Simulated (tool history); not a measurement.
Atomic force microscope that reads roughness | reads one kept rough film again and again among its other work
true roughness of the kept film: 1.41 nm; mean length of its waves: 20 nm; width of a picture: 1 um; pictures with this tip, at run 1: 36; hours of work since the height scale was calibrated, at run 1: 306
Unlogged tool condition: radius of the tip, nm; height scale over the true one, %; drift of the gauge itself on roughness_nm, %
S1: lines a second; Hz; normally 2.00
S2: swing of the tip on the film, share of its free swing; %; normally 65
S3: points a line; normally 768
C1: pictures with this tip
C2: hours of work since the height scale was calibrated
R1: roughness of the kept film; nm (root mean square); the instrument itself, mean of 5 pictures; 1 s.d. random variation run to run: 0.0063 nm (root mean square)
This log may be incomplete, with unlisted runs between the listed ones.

run,hour,S1,S2,S3,C1,C2,R1
1,0.0,2.00,65,768,36,306,1.132
2,36.2,2.00,88,768,77,332,0.980
3,58.7,2.00,88,768,103,349,0.934
4,104.2,2.00,88,768,156,381,0.872
# hour 145.1: new tip fitted
5,152.0,2.00,65,768,8,416,1.219
6,189.4,2.00,65,768,51,443,1.125
7,222.5,2.00,65,768,89,467,1.062
8,261.3,0.62,65,768,133,495,1.039
9,302.1,2.00,65,768,180,524,0.936
# hour 322.3: new tip fitted
10,332.5,2.00,65,768,12,546,1.209
11,357.1,2.00,65,768,40,564,1.150
12,394.2,2.00,79,768,82,591,1.016
13,433.9,1.18,79,620,128,619,0.977
14,455.9,1.18,79,620,153,635,0.952
15,484.2,2.19,85,517,186,656,0.840
# hour 497.6: new tip fitted
16,530.6,2.19,85,517,38,689,1.057
17,560.1,2.19,85,517,72,711,0.988
18,583.1,1.22,70,426,98,727,1.045
19,627.9,2.00,65,558,149,760,0.973
20,656.6,1.34,70,336,182,780,0.918
# hour 673.2: new tip fitted
21,678.4,1.44,58,317,6,796,1.223

Each row is a separate what-if for the run after 21, all from the same tool condition, not one after another. Results?
A,718.5,2.49,71,923,52,825,?
B,718.5,2.00,65,835,52,825,?
C,718.5,2.10,55,542,52,825,?
D,718.5,1.05,65,666,52,825,?

run,R1
A,1.082
B,1.129
C,1.135
D,1.139
With the hidden condition removed and each run's random variation left untouched, the same runs would have given:
run,R1
A,1.185
B,1.235
C,1.242
D,1.247

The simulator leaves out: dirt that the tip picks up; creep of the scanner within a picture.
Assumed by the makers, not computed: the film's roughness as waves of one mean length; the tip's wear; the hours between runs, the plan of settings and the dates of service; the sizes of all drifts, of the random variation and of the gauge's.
